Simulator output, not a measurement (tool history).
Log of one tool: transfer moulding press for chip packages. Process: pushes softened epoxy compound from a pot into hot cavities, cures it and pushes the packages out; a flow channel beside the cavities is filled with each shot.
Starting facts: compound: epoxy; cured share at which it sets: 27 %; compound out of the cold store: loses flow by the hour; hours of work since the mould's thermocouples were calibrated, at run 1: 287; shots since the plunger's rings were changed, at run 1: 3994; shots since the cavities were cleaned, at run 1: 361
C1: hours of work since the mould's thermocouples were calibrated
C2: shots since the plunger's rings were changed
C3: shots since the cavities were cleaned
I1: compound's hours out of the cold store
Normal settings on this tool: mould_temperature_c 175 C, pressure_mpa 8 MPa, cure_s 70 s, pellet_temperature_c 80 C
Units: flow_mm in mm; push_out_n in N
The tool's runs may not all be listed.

Run 1, hour 0: usual settings; C1 287; C2 3994; C3 361; I1 29.6. Result: flow_mm 593 mm, push_out_n 824 N.
Run 2, hour 21.6: usual settings; C1 298; C2 4234; C3 601; I1 9.1. Result: flow_mm 672 mm, push_out_n 937 N.
Run 3, hour 58.9: usual settings; C1 318; C2 4647; C3 1014; I1 43.9. Result: flow_mm 531 mm, push_out_n 960 N.
At hour 71.2: cavities cleaned with cleaning compound and waxed.
Run 4, hour 97: usual settings; C1 338; C2 5055; C3 288; I1 36.7. Result: flow_mm 554 mm, push_out_n 748 N.
Run 5, hour 122.9: usual settings; C1 351; C2 5342; C3 575; I1 29.3. Result: flow_mm 576 mm, push_out_n 880 N.
Run 6, hour 161: usual settings; C1 371; C2 5765; C3 998; I1 22.7. Result: flow_mm 595 mm, push_out_n 1009 N.
At hour 175.7: cavities cleaned with cleaning compound and waxed.
Run 7, hour 184.1: usual settings but pressure_mpa 6.76 MPa; C1 383; C2 6004; C3 93; I1 34. Result: flow_mm 505 mm, push_out_n 650 N.
At hour 205.5: plunger's sealing rings changed.
Run 8, hour 212.3: usual settings but pressure_mpa 6.76 MPa; C1 397; C2 74; C3 378; I1 36.3. Result: flow_mm 552 mm, push_out_n 791 N.
Run 9, hour 243.2: usual settings but pressure_mpa 6.76 MPa; C1 413; C2 417; C3 721; I1 34.3. Result: flow_mm 574 mm, push_out_n 908 N.
At hour 282.2: cavities cleaned with cleaning compound and waxed.
Run 10, hour 283.3: usual settings but pressure_mpa 6.76 MPa; C1 433; C2 846; C3 12; I1 18.6. Result: flow_mm 612 mm, push_out_n 617 N.
Run 11, hour 320.9: usual settings but pressure_mpa 6.76 MPa; C1 453; C2 1264; C3 430; I1 12.4. Result: flow_mm 642 mm, push_out_n 859 N.
Run 12, hour 342.3: usual settings; C1 465; C2 1501; C3 667; I1 11.7. Result: flow_mm 687 mm, push_out_n 904 N.
Run 13, hour 372.1: usual settings but pressure_mpa 6.94 MPa; C1 480; C2 1832; C3 998; I1 18.8. Result: flow_mm 604 mm, push_out_n 983 N.
At hour 386.3: cavities cleaned with cleaning compound and waxed.
Run 14, hour 396.6: usual settings; C1 493; C2 2087; C3 114; I1 12.1. Result: flow_mm 685 mm, push_out_n 747 N.
Run 15, hour 434.7: usual settings but pressure_mpa 9.48 MPa, cure_s 93 s; C1 513; C2 2510; C3 537; I1 30.5. Result: flow_mm 664 mm, push_out_n 682 N.
Run 16, hour 470.2: usual settings but pressure_mpa 8.81 MPa, cure_s 93 s; C1 532; C2 2904; C3 931; I1 33.7. Result: flow_mm 622 mm, push_out_n 742 N.
At hour 491.3: cavities cleaned with cleaning compound and waxed.
Run 17, hour 494.7: usual settings but pressure_mpa 6.96 MPa, cure_s 53 s; C1 544; C2 3159; C3 37; I1 25.6. Result: flow_mm 573 mm, push_out_n 1167 N.
Run 18, hour 517.7: usual settings but pressure_mpa 6.96 MPa, cure_s 53 s; C1 556; C2 3414; C3 292; I1 26.7. Result: flow_mm 568 mm, push_out_n 1485 N.
Run 19, hour 550.1: usual settings but mould_temperature_c 183 C, pressure_mpa 8.12 MPa, cure_s 64 s, pellet_temperature_c 74 C; C1 573; C2 3774; C3 652; I1 25.1. Result: flow_mm 606 mm, push_out_n 763 N.
Run 20, hour 573.1: usual settings but pellet_temperature_c 72 C; C1 585; C2 4029; C3 907; I1 45. Result: flow_mm 551 mm, push_out_n 939 N.
Run 21, hour 591.6: usual settings but mould_temperature_c 181 C, pellet_temperature_c 72 C; C1 595; C2 4235; C3 1113; I1 47.7. Result: flow_mm 530 mm, push_out_n 804 N.
At hour 596.8: cavities cleaned with cleaning compound and waxed.
Run 22, hour 628: usual settings but mould_temperature_c 181 C, pellet_temperature_c 72 C; C1 614; C2 4622; C3 346; I1 25.2. Result: flow_mm 594 mm, push_out_n 635 N.
Run 23, hour 664.3: usual settings but mould_temperature_c 181 C, pressure_mpa 9.75 MPa, pellet_temperature_c 89 C; C1 633; C2 5025; C3 749; I1 13.9. Result: flow_mm 687 mm, push_out_n 723 N.
Run 24, hour 693.8: usual settings but mould_temperature_c 181 C, pressure_mpa 9.75 MPa, pellet_temperature_c 89 C; C1 649; C2 5352; C3 1076; I1 46. Result: flow_mm 576 mm, push_out_n 785 N.
At hour 701.3: cavities cleaned with cleaning compound and waxed.
Run 25, hour 736.3: usual settings but mould_temperature_c 181 C, pressure_mpa 9.75 MPa, cure_s 76 s, pellet_temperature_c 89 C; C1 670; C2 5808; C3 389; I1 18.7. Result: flow_mm 655 mm, push_out_n 639 N.
Run 26, hour 755: usual settings but mould_temperature_c 181 C, pressure_mpa 9.75 MPa, cure_s 76 s, pellet_temperature_c 89 C; C1 680; C2 6016; C3 597; I1 25.3. Result: flow_mm 640 mm, push_out_n 689 N.
At hour 774.2: plunger's sealing rings changed.
Run 27, hour 783.9: usual settings but pressure_mpa 9.3 MPa; C1 694; C2 107; C3 889; I1 46.7. Result: flow_mm 619 mm, push_out_n 946 N.

Measured result minus the same run's result without the hidden state. Both carry the same run-to-run variation, though not necessarily the same gauge scatter:
The hidden state here: true mould temperature over the reading, C; pressure that reaches the compound, % of what is set; grip of the stained cavities, % over clean ones'; drift of the gauge itself on flow_mm, %; drift of the gauge itself on push_out_n, %.
run  flow_mm  push_out_n
  1      -39        +246
  2      -48        +339
  3      -42        +399
  4      -47        +182
  5      -53        +302
  6      -60        +414
  7      -53         +95
  8       +0        +230
  9       -3        +337
 10       -7         +37
 11      -12        +264
 12      -15        +328
 13      -17        +405
 14      -22        +131
 15      -26        +220
 16      -29        +291
 17      -29        +133
 18      -32        +403
 19      -38        +267
 20      -37        +382
 21      -38        +330
 22      -48        +159
 23      -60        +262
 24      -54        +315
 25      -67        +181
 26      -68        +234
 27       +1        +386

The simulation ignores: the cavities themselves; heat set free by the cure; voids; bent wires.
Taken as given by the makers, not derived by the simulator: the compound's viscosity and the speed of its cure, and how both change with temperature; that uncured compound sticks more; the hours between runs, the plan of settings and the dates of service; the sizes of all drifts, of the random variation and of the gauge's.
